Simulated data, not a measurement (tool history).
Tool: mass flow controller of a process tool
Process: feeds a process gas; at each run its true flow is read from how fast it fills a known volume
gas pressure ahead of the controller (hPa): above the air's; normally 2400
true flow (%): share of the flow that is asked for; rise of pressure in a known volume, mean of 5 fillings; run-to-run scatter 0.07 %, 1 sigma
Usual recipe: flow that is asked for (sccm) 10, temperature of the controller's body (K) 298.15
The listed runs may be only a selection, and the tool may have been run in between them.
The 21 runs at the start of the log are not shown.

| run | day | flow that is asked for (sccm) | gas pressure ahead of the controller (hPa) | temperature of the controller's body (K) | hours of work since the controller was set to zero | hours of work since the controller was changed | true flow (%) |
|---|---|---|---|---|---|---|---|
| 22 | 102.017 | 18 | 1550 | 295.15 | 485 | 2708 | 99.43 |
|  | 104.388 | controller's zero set anew, once more |
| 23 | 104.867 | 2 | 2580 | 298.15 | 7 | 2747 | 98.00 |
| 24 | 110.262 | 18 | 2790 | 303.15 | 81 | 2821 | 99.70 |
| 25 | 113.958 | 18 | 2460 | 303.15 | 132 | 2872 | 99.45 |
| 26 | 119.367 | 7 | 2400 | 296.15 | 207 | 2947 | 98.48 |
| 27 | 125.329 | 10 | 2740 | 307.15 | 289 | 3029 | 98.47 |
| 28 | 130.938 | 5 | 1960 | 308.15 | 366 | 3106 | 97.43 |
| 29 | 135.192 | 16 | 1630 | 293.15 | 425 | 3165 | 98.75 |
| 30 | 140.538 | 16 | 1630 | 293.15 | 499 | 3239 | 98.75 |
| 31 | 143.546 | 10 | 2400 | 298.15 | 540 | 3280 | 98.49 |

Consider 5 possible next runs. They are alternatives, not a sequence: every one starts from the tool as it was left by run 31. What does each give?
| A | 149.917 | 7 | 2400 | 304.15 | 628 | 3368 | ? |
| B | 149.917 | 10 | 2400 | 304.15 | 628 | 3368 | ? |
| C | 149.917 | 10 | 2400 | 297.15 | 628 | 3368 | ? |
| D | 149.917 | 12 | 2700 | 312.15 | 628 | 3368 | ? |
| E | 149.917 | 15 | 1930 | 307.15 | 628 | 3368 | ? |

| run | true flow (%) |
|---|---|
| A | 98.07 |
| B | 98.41 |
| C | 98.48 |
| D | 98.57 |
| E | 98.38 |
Without the tool's hidden state the same runs would have given:
| run | true flow (%) |
|---|---|
| A | 98.54 |
| B | 98.96 |
| C | 99.03 |
| D | 99.15 |
| E | 98.99 |
